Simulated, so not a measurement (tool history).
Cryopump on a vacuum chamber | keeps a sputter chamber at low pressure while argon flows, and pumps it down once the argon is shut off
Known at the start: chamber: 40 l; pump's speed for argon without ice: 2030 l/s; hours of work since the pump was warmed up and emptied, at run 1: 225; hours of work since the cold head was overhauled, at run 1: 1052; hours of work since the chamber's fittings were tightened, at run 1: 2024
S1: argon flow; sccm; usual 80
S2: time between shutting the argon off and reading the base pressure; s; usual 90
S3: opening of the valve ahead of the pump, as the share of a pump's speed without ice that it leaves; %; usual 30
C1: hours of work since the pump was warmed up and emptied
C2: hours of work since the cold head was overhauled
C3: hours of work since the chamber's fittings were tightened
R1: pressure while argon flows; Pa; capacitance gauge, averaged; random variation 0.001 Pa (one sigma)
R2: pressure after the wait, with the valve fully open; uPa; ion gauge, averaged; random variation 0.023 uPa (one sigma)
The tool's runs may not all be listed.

run    hour   S1   S2  S3   C1    C2    C3      R1    R2
  1     0.0   80   90  30  225  1052  2024  0.2266  1.52
  2    62.5   57   90  30  270  1097  2068  0.1616  1.59
  3   124.0   80   90  30  314  1141  2112  0.2264  1.57
  4   168.1   80   90  30  345  1172  2144  0.2287  1.55
  5   209.5   80   90  30  374  1202  2173  0.2275  1.68
  6   259.9   80   90  30  410  1238  2209  0.2285  1.69
  7   334.8   80   90  30  464  1291  2262  0.2296  1.66
  8   392.8   72   90  30  505  1332  2304  0.2080  1.73
  9   432.5   72   90  30  533  1361  2332  0.2079  1.73
 10   516.9   72   90  30  593  1421  2392  0.2067  1.73
 11   565.6   72   90  30  628  1455  2427  0.2100  1.77
 12   626.1   83   90  30  671  1498  2470  0.2414  1.80
 13   697.3   83   90  30  722  1549  2521  0.2417  1.84
 14   761.6   83   90  30  768  1595  2567  0.2438  1.83
      776.8  -- pump warmed up, emptied and cooled again
 15   837.1   80   90  30   43  1645  2617  0.2224  1.69
 16   890.1   80   90  30   81  1683  2655  0.2236  1.71
 17   927.3   80   90  30  107  1710  2681  0.2253  1.74
 18   966.6   80   45  30  135  1738  2709  0.2257  2.36
 19  1009.9   80   45  30  166  1768  2740  0.2250  2.41
 20  1051.1   80   45  30  195  1798  2769  0.2269  2.49
 21  1101.8  108   42  30  232  1834  2805  0.3036  2.53
 22  1157.3  108   42  30  271  1873  2845  0.3042  2.58
 23  1202.4  108   42  30  303  1906  2877  0.3063  2.60
 24  1272.0  108   42  30  353  1955  2927  0.3074  2.62
 25  1341.9  110  104  30  403  2005  2976  0.3133  1.80
 26  1412.8   61  276  42  453  2056  3027  0.1272  1.52
 27  1484.2   55   46  22  504  2107  3078  0.2135  2.58
     1497.5  -- leaking fittings of the chamber tightened, without venting
 28  1570.0   55   46  22  564  2166    52  0.2129  1.45
 29  1615.5   55   46  22  596  2199    84  0.2153  1.48

The next listed run, before its measurement:
 30  1695.9  55  46  22  654  2256  141   ?   ?

Run 30 gave R1 0.2150 Pa, R2 1.46 uPa.
Without the tool's hidden state the same run would have given R1 0.2078 Pa, R2 1.38 uPa.

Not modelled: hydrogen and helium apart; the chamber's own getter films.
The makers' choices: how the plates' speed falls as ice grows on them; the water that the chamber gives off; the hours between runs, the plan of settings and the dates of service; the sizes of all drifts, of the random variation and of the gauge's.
